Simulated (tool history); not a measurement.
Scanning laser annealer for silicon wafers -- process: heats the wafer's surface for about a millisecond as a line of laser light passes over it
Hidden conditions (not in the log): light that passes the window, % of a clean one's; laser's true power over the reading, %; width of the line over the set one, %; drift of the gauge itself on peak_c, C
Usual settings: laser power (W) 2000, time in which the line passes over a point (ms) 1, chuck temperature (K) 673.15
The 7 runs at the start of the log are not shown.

run,hour,laser power (W),time in which the line passes over a point (ms),chuck temperature (K),hours of work since the window was cleaned,hours of work since the power meter was calibrated,hours of work since the optics were aligned,highest temperature of the surface (K)
8,226.7,1791,1,673.15,391,889,1254,1308.15
9,269.1,1791,1,673.15,410,908,1273,1306.15
10,313,2000,0.93,673.15,431,928,1294,1349.15
11,335.8,2000,0.93,673.15,441,939,1304,1348.15
12,356.7,2000,0.93,673.15,451,948,1314,1350.15
13,382.3,2000,1,673.15,463,960,1326,1374.15
14,413.4,2000,1,673.15,477,975,1340,1377.15
# hour 426.9: optics aligned, line set to its width
15,441.1,2000,1,673.15,487,985,7,1387.15
16,484.6,2000,1,673.15,507,1005,27,1383.15
17,517.2,2000,1,673.15,523,1020,42,1383.15
18,550.7,2000,0.71,683.15,538,1036,57,1268.15
19,588,2000,0.71,683.15,555,1053,74,1268.15
20,628.8,1908,1,673.15,574,1072,93,1347.15
21,671.5,1837,1,697.15,594,1091,113,1343.15
22,706.1,2000,0.96,682.15,610,1107,129,1369.15
23,725.7,2148,0.96,682.15,619,1116,138,1415.15
24,763.2,2148,0.96,682.15,636,1134,155,1419.15
25,784.1,2168,0.79,661.15,646,1143,165,1325.15
26,807.7,2168,0.79,661.15,656,1154,176,1323.15
27,842.3,2168,0.79,661.15,672,1170,191,1321.15
28,874.4,2168,1.2,661.15,687,1185,206,1499.15
29,909,2000,0.74,662.15,703,1201,222,1249.15
30,928.8,2000,0.74,662.15,712,1210,231,1248.15
31,960.9,1845,1,679.15,727,1225,246,1322.15

What if the next run were any one of these 3? Each begins from the tool's condition after run 31:
# hour 986: window over the wafer cleaned
A,987.7,2000,1,654.15,1,1236,258,?
# hour 986: window over the wafer cleaned
B,987.7,1710,1,679.15,1,1236,258,?
# hour 986: window over the wafer cleaned
C,987.7,1845,1.01,679.15,1,1236,258,?

run,highest temperature of the surface (K)
A,1390.15
B,1309.15
C,1362.15
The same runs, with their run-to-run variation unchanged, on a tool lacking any hidden condition would have given:
run,highest temperature of the surface (K)
A,1390.15
B,1309.15
C,1362.15
